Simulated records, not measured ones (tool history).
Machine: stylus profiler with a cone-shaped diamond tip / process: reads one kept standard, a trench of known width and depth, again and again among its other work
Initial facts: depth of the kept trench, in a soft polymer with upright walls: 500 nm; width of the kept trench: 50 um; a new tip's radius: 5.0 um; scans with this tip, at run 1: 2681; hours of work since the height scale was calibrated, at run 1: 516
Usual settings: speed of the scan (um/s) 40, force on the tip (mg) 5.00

run,hour,speed of the scan (um/s),force on the tip (mg),scans with this tip,hours of work since the height scale was calibrated,depth of the trench (angstrom),width of the trench's floor (µm)
1,0.0,40,5.00,2681,516,5148.8,44.57
2,24.9,40,1.82,2745,528,5080.6,44.49
3,50.4,40,5.20,2811,541,5153.2,44.53
4,66.0,41,5.00,2851,548,5152.0,44.53
5,100.8,40,2.66,2940,565,5103.8,44.46
6,132.9,40,5.00,3023,581,5150.9,44.49
7,169.3,40,5.00,3116,599,5151.8,44.49
8,205.0,40,5.00,3208,617,5151.6,44.45
9,222.2,40,5.00,3252,625,5151.1,44.42
10,258.1,40,5.00,3344,643,5151.0,44.36
11,277.4,40,5.00,3394,653,5150.4,44.41
12,308.5,40,5.00,3474,668,5154.1,44.34
13,343.2,40,5.00,3563,685,5152.5,44.39
14,379.5,40,5.00,3656,703,5155.7,44.23
15,396.6,40,3.65,3700,712,5128.3,44.29
# hour 400.2: height scale calibrated on a step standard
16,420.1,14,5.95,3759,10,5184.8,44.34
17,454.8,14,5.95,3848,27,5183.2,44.31
18,481.9,93,6.80,3918,40,5198.0,44.13
19,509.5,62,5.00,3989,54,5165.6,44.17
20,528.4,85,4.60,4037,63,5159.6,44.05
21,562.8,34,3.32,4126,80,5133.9,44.19
# hour 590.2: height scale calibrated on a step standard, once more
22,592.7,46,5.00,4201,1,5138.4,44.10
23,622.2,46,5.00,4277,16,5135.5,44.07
24,639.7,78,9.22,4322,24,5208.4,44.05
25,663.2,136,4.82,4382,36,5136.2,43.79
26,686.4,21,5.05,4442,48,5140.9,44.16
27,706.6,70,1.88,4494,58,5072.1,43.83

Alternative continuations, all from the tool just after run 27; predict every row:
A,738.5,70,14.14,4576,73,?,?
B,738.5,22,10.20,4576,73,?,?
C,738.5,63,1.88,4576,73,?,?
D,738.5,70,6.72,4576,73,?,?

run,depth of the trench (angstrom),width of the trench's floor (µm)
A,5278.6,44.00
B,5226.9,44.17
C,5073.8,43.82
D,5169.7,44.06
What these runs would have given with no unlogged condition in the tool:
run,depth of the trench (angstrom),width of the trench's floor (µm)
A,5275.9,45.47
B,5224.2,45.63
C,5071.2,45.29
D,5167.0,45.52
